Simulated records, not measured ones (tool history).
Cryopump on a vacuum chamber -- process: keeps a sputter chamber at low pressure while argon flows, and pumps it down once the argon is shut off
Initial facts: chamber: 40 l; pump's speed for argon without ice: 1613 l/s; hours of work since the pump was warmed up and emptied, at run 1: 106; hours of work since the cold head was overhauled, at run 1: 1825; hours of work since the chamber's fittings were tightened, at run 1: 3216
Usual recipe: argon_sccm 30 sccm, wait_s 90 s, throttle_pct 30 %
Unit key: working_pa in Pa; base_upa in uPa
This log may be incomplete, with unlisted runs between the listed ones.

run	day	argon_sccm	wait_s	throttle_pct	hours of work since the pump was warmed up and emptied	hours of work since the cold head was overhauled	hours of work since the chamber's fittings were tightened	working_pa	base_upa
1	0.000	30	90	30	106	1825	3216	0.1062	1.61
2	1.383	30	90	30	136	1854	3246	0.1068	1.70
3	4.329	30	90	30	198	1916	3308	0.1077	1.77
4	6.212	30	90	30	238	1956	3348	0.1078	1.78
5	8.058	30	90	30	277	1995	3387	0.1084	1.84
6	11.008	30	90	30	339	2057	3449	0.1098	1.90
# day 12.571: pump warmed up, emptied and cooled again
7	13.279	30	39	30	15	2101	3493	0.1056	2.32
# day 16.021: leaking fittings of the chamber tightened, without venting
8	16.542	30	39	30	82	2168	11	0.1064	1.04
9	19.912	30	90	30	154	2240	82	0.1074	0.66
10	23.046	30	90	46	220	2306	149	0.0723	0.67
11	25.442	30	90	46	271	2357	199	0.0732	0.64
12	28.075	30	90	46	326	2412	255	0.0741	0.69
# day 30.125: pump warmed up, emptied and cooled again
13	31.100	30	90	30	21	2472	315	0.1059	0.71
14	34.367	16	90	30	90	2541	384	0.0564	0.76
15	36.012	16	90	30	125	2576	418	0.0577	0.77
16	39.342	12	44	37	195	2646	489	0.0356	1.23
17	41.442	12	44	37	239	2691	533	0.0356	1.21
18	44.804	12	44	37	311	2762	605	0.0360	1.26
19	46.717	30	42	30	351	2802	645	0.1108	1.31
# day 47.771: pump warmed up, emptied and cooled again
20	48.362	30	42	30	12	2833	675	0.1055	1.29
21	51.658	30	212	20	82	2902	745	0.1587	0.62
22	54.142	18	85	23	135	2955	798	0.0828	0.91
23	55.900	30	137	26	172	2992	835	0.1241	0.77
24	58.154	30	23	27	220	3040	883	0.1200	2.12
25	59.812	30	23	27	255	3075	918	0.1203	2.07
26	61.500	30	191	30	290	3111	953	0.1087	0.73
27	63.288	30	133	19	328	3148	991	0.1707	0.90

Predict each of these 3 candidate next runs independently; none follows another, all start after run 27:
# day 65.375: pump warmed up, emptied and cooled again
A	66.075	48	90	30	15	3203	1046	?	?
# day 65.375: pump warmed up, emptied and cooled again
B	66.075	17	90	30	15	3203	1046	?	?
# day 65.375: pump warmed up, emptied and cooled again
C	66.075	17	21	20	15	3203	1046	?	?

run	working_pa	base_upa
A	0.1699	0.93
B	0.0595	0.91
C	0.0898	2.30
With the hidden condition removed and each run's random variation left untouched, the same runs would have given:
run	working_pa	base_upa
A	0.1682	0.58
B	0.0589	0.56
C	0.0892	1.94
